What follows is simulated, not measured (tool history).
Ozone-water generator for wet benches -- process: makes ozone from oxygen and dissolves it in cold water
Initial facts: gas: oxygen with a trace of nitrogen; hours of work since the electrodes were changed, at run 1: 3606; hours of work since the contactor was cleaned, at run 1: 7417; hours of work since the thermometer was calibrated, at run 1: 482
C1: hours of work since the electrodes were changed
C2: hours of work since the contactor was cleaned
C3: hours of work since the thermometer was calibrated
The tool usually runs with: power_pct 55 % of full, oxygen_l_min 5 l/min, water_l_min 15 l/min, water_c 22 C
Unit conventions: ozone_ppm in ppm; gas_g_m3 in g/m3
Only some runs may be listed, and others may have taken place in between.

{"run": 1, "hour": 0.0, "power_pct": 55, "oxygen_l_min": 5, "water_l_min": 15, "water_c": 22, "C1": 3606, "C2": 7417, "C3": 482, "ozone_ppm": 23.5, "gas_g_m3": 229.9}
{"run": 2, "hour": 113.1, "power_pct": 55, "oxygen_l_min": 5, "water_l_min": 15, "water_c": 22, "C1": 3682, "C2": 7493, "C3": 558, "ozone_ppm": 23.6, "gas_g_m3": 228.7}
{"run": 3, "hour": 281.2, "power_pct": 55, "oxygen_l_min": 5, "water_l_min": 15, "water_c": 22, "C1": 3795, "C2": 7605, "C3": 670, "ozone_ppm": 24.1, "gas_g_m3": 229.6}
{"run": 4, "hour": 444.8, "power_pct": 55, "oxygen_l_min": 5, "water_l_min": 15, "water_c": 22, "C1": 3905, "C2": 7715, "C3": 780, "ozone_ppm": 23.8, "gas_g_m3": 227.5}
{"run": 5, "hour": 528.7, "power_pct": 55, "oxygen_l_min": 5, "water_l_min": 15, "water_c": 22, "C1": 3961, "C2": 7771, "C3": 836, "ozone_ppm": 23.5, "gas_g_m3": 229.1}
{"run": 6, "hour": 702.9, "power_pct": 55, "oxygen_l_min": 5, "water_l_min": 15, "water_c": 22, "C1": 4078, "C2": 7888, "C3": 953, "ozone_ppm": 23.6, "gas_g_m3": 229.2}
{"run": 7, "hour": 791.2, "power_pct": 55, "oxygen_l_min": 5, "water_l_min": 15, "water_c": 22, "C1": 4137, "C2": 7947, "C3": 1012, "ozone_ppm": 23.4, "gas_g_m3": 230.2}

Run 8, settings as shown, results not yet in. Your forecast:
{"run": 8, "hour": 934.4, "power_pct": 55, "oxygen_l_min": 5, "water_l_min": 15, "water_c": 30, "C1": 4233, "C2": 8043, "C3": 1108, "ozone_ppm": "?", "gas_g_m3": "?"}

{"run 8": {"ozone_ppm": 20.1, "gas_g_m3": 228}}
Were there no unlogged condition in the tool, this run, its random variation unchanged, would have produced ozone_ppm 21.7 ppm, gas_g_m3 236.3 g/m3.

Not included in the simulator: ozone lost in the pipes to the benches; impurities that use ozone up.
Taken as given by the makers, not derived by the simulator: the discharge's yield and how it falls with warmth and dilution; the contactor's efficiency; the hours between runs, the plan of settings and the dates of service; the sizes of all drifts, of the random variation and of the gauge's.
